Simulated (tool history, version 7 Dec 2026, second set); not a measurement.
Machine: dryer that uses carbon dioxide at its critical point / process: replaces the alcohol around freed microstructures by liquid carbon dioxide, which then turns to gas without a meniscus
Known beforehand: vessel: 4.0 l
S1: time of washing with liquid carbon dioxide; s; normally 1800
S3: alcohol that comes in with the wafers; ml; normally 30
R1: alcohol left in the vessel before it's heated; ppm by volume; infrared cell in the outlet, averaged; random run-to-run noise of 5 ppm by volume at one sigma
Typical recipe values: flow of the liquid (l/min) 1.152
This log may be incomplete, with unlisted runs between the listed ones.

Run 1, hour 0.0: usual settings. Result: R1 29 ppm by volume.
Run 2, hour 7.7: usual settings. Result: R1 39 ppm by volume.
Run 3, hour 17.1: usual settings. Result: R1 46 ppm by volume.
Run 4, hour 25.3: usual settings but S3 76 ml. Result: R1 39 ppm by volume.
Run 5, hour 37.8: usual settings but S3 76 ml. Result: R1 44 ppm by volume.
Run 6, hour 44.6: usual settings but S3 76 ml. Result: R1 39 ppm by volume.
Run 7, hour 52.9: usual settings but S3 76 ml. Result: R1 39 ppm by volume.
Run 8, hour 60.6: usual settings but S3 76 ml. Result: R1 51 ppm by volume.
Run 9, hour 70.6: usual settings but S3 76 ml. Result: R1 37 ppm by volume.
Run 10, hour 81.1: usual settings but S3 113 ml. Result: R1 45 ppm by volume.
Run 11, hour 87.6: usual settings but S3 113 ml. Result: R1 42 ppm by volume.
Run 12, hour 93.6: usual settings. Result: R1 40 ppm by volume.
Run 13, hour 99.8: usual settings but S1 1500 s, flow of the liquid (l/min) 0.740, S3 36 ml. Result: R1 149 ppm by volume.
Run 14, hour 108.0: usual settings but S1 2820 s, flow of the liquid (l/min) 1.940. Result: R1 44 ppm by volume.
Run 15, hour 116.7: usual settings but S1 2580 s, flow of the liquid (l/min) 0.880, S3 111 ml. Result: R1 51 ppm by volume.
Run 16, hour 128.5: usual settings but S1 2580 s, flow of the liquid (l/min) 0.880, S3 111 ml. Result: R1 47 ppm by volume.
Run 17, hour 139.7: usual settings but S1 2580 s, flow of the liquid (l/min) 0.880, S3 111 ml. Result: R1 37 ppm by volume.
Run 18, hour 152.9: usual settings but S1 2580 s, flow of the liquid (l/min) 0.880, S3 111 ml. Result: R1 37 ppm by volume.
Run 19, hour 166.9: usual settings but S1 1980 s, flow of the liquid (l/min) 1.420, S3 93 ml. Result: R1 51 ppm by volume.
Run 20, hour 179.4: usual settings but S3 36 ml. Result: R1 56 ppm by volume.
Run 21, hour 189.0: usual settings but S1 1860 s, S3 36 ml. Result: R1 46 ppm by volume.
Run 22, hour 196.9: usual settings but S1 1860 s, S3 36 ml. Result: R1 45 ppm by volume.
Run 23, hour 203.8: usual settings but S1 1860 s, S3 36 ml. Result: R1 49 ppm by volume.
Run 24, hour 210.4: usual settings but S1 1140 s, flow of the liquid (l/min) 0.900. Result: R1 194 ppm by volume.

Consider 3 possible next runs. They are alternatives, not a sequence: every one starts from the tool as it was left by run 24. What does each give?
Run A, hour 218.9: usual settings but flow of the liquid (l/min) 1.330. Result: R1 ?.
Run B, hour 218.9: usual settings but S1 1320 s, flow of the liquid (l/min) 1.830, S3 48 ml. Result: R1 ?.
Run C, hour 218.9: usual settings but flow of the liquid (l/min) 0.760. Result: R1 ?.

run  R1
  A  43
  B  48
  C  87
What these runs would have given with no unlogged condition in the tool:
run  R1
  A   1
  B   5
  C  37

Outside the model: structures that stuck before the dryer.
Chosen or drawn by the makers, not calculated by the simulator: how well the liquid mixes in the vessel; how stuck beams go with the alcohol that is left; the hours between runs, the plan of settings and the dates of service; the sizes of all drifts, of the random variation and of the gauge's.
